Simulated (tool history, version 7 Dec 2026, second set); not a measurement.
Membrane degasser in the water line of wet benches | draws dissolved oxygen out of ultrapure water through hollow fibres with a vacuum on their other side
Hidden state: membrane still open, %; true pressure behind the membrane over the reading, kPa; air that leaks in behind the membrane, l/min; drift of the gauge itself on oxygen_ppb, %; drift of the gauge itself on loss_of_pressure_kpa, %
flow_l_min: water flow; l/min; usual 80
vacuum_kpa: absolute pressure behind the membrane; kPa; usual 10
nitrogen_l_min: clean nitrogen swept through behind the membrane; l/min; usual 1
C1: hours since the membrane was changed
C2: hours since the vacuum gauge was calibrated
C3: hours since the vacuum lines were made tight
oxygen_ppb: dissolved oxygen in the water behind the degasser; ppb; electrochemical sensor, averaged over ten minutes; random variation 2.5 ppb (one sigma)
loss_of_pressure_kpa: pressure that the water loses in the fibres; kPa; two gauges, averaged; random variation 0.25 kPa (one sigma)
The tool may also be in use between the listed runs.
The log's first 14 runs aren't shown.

{"run": 15, "hour": 495.2, "flow_l_min": 80, "vacuum_kpa": 10, "nitrogen_l_min": 1, "C1": 1144, "C2": 6073, "C3": 6201, "oxygen_ppb": 873, "loss_of_pressure_kpa": 66.22}
{"run": 16, "hour": 519.6, "flow_l_min": 80, "vacuum_kpa": 10, "nitrogen_l_min": 1, "C1": 1168, "C2": 6098, "C3": 6226, "oxygen_ppb": 873.2, "loss_of_pressure_kpa": 66.49}
{"run": 17, "hour": 542.7, "flow_l_min": 80, "vacuum_kpa": 9.4, "nitrogen_l_min": 1.13, "C1": 1191, "C2": 6121, "C3": 6249, "oxygen_ppb": 744.3, "loss_of_pressure_kpa": 66.39}
{"run": 18, "hour": 574.3, "flow_l_min": 80, "vacuum_kpa": 9.4, "nitrogen_l_min": 1.13, "C1": 1223, "C2": 6152, "C3": 6280, "oxygen_ppb": 740.5, "loss_of_pressure_kpa": 66.64}
{"hour": 592.6, "done": "gauge calibrated"}
{"run": 19, "hour": 602.0, "flow_l_min": 51, "vacuum_kpa": 18.2, "nitrogen_l_min": 1, "C1": 1250, "C2": 6180, "C3": 6308, "oxygen_ppb": 1275.3, "loss_of_pressure_kpa": 42.18}
{"run": 20, "hour": 634.7, "flow_l_min": 80, "vacuum_kpa": 20.3, "nitrogen_l_min": 0.52, "C1": 1283, "C2": 6213, "C3": 6341, "oxygen_ppb": 2714, "loss_of_pressure_kpa": 66.26}
{"run": 21, "hour": 680.8, "flow_l_min": 80, "vacuum_kpa": 12.9, "nitrogen_l_min": 2.16, "C1": 1329, "C2": 6259, "C3": 6387, "oxygen_ppb": 696.6, "loss_of_pressure_kpa": 66.66}
{"run": 22, "hour": 700.2, "flow_l_min": 96, "vacuum_kpa": 23.5, "nitrogen_l_min": 2.16, "C1": 1349, "C2": 6278, "C3": 6406, "oxygen_ppb": 1539.6, "loss_of_pressure_kpa": 79.79}
{"run": 23, "hour": 732.9, "flow_l_min": 96, "vacuum_kpa": 23.5, "nitrogen_l_min": 2.16, "C1": 1381, "C2": 6311, "C3": 6439, "oxygen_ppb": 1535.4, "loss_of_pressure_kpa": 80.03}
{"run": 24, "hour": 763.4, "flow_l_min": 96, "vacuum_kpa": 23.5, "nitrogen_l_min": 2.16, "C1": 1412, "C2": 6341, "C3": 6470, "oxygen_ppb": 1536.5, "loss_of_pressure_kpa": 79.18}
{"run": 25, "hour": 801.3, "flow_l_min": 96, "vacuum_kpa": 23.5, "nitrogen_l_min": 2.16, "C1": 1450, "C2": 6379, "C3": 6507, "oxygen_ppb": 1542.4, "loss_of_pressure_kpa": 80.09}
{"run": 26, "hour": 823.7, "flow_l_min": 104, "vacuum_kpa": 20, "nitrogen_l_min": 1, "C1": 1472, "C2": 6402, "C3": 6530, "oxygen_ppb": 2233.4, "loss_of_pressure_kpa": 86.42}
{"run": 27, "hour": 870.9, "flow_l_min": 104, "vacuum_kpa": 20, "nitrogen_l_min": 1, "C1": 1519, "C2": 6449, "C3": 6577, "oxygen_ppb": 2228.5, "loss_of_pressure_kpa": 86}
{"run": 28, "hour": 915.0, "flow_l_min": 91, "vacuum_kpa": 17.6, "nitrogen_l_min": 0.56, "C1": 1564, "C2": 6493, "C3": 6621, "oxygen_ppb": 2440.7, "loss_of_pressure_kpa": 75.12}
{"run": 29, "hour": 952.2, "flow_l_min": 71, "vacuum_kpa": 17.6, "nitrogen_l_min": 1.03, "C1": 1601, "C2": 6530, "C3": 6658, "oxygen_ppb": 1521.4, "loss_of_pressure_kpa": 59.03}
{"run": 30, "hour": 976.5, "flow_l_min": 90, "vacuum_kpa": 8.6, "nitrogen_l_min": 1.45, "C1": 1625, "C2": 6555, "C3": 6683, "oxygen_ppb": 607.2, "loss_of_pressure_kpa": 74.79}
{"run": 31, "hour": 1021.9, "flow_l_min": 90, "vacuum_kpa": 8.6, "nitrogen_l_min": 1.45, "C1": 1670, "C2": 6600, "C3": 6728, "oxygen_ppb": 608.5, "loss_of_pressure_kpa": 74.81}
{"run": 32, "hour": 1064.8, "flow_l_min": 90, "vacuum_kpa": 8.6, "nitrogen_l_min": 1.45, "C1": 1713, "C2": 6643, "C3": 6771, "oxygen_ppb": 607.9, "loss_of_pressure_kpa": 74.93}

3 ways to go on from here, each from the tool as it stands after run 32. What would each give?
{"hour": 1071.2, "done": "vacuum gauge calibrated"}
{"run": "A", "hour": 1102.1, "flow_l_min": 72, "vacuum_kpa": 10, "nitrogen_l_min": 1.5, "C1": 1750, "C2": 31, "C3": 6808, "oxygen_ppb": "?", "loss_of_pressure_kpa": "?"}
{"hour": 1071.2, "done": "vacuum gauge calibrated"}
{"run": "B", "hour": 1102.1, "flow_l_min": 80, "vacuum_kpa": 11.3, "nitrogen_l_min": 1, "C1": 1750, "C2": 31, "C3": 6808, "oxygen_ppb": "?", "loss_of_pressure_kpa": "?"}
{"hour": 1071.2, "done": "vacuum gauge calibrated"}
{"run": "C", "hour": 1102.1, "flow_l_min": 70, "vacuum_kpa": 10, "nitrogen_l_min": 2.06, "C1": 1750, "C2": 31, "C3": 6808, "oxygen_ppb": "?", "loss_of_pressure_kpa": "?"}

run=A oxygen_ppb=613.2 loss_of_pressure_kpa=59.64
run=B oxygen_ppb=1020.9 loss_of_pressure_kpa=66.34
run=C oxygen_ppb=473.9 loss_of_pressure_kpa=58.32
Without the tool's hidden state the same runs would have given:
run=A oxygen_ppb=603.4 loss_of_pressure_kpa=59.64
run=B oxygen_ppb=1004.7 loss_of_pressure_kpa=66.33
run=C oxygen_ppb=466.3 loss_of_pressure_kpa=58.31
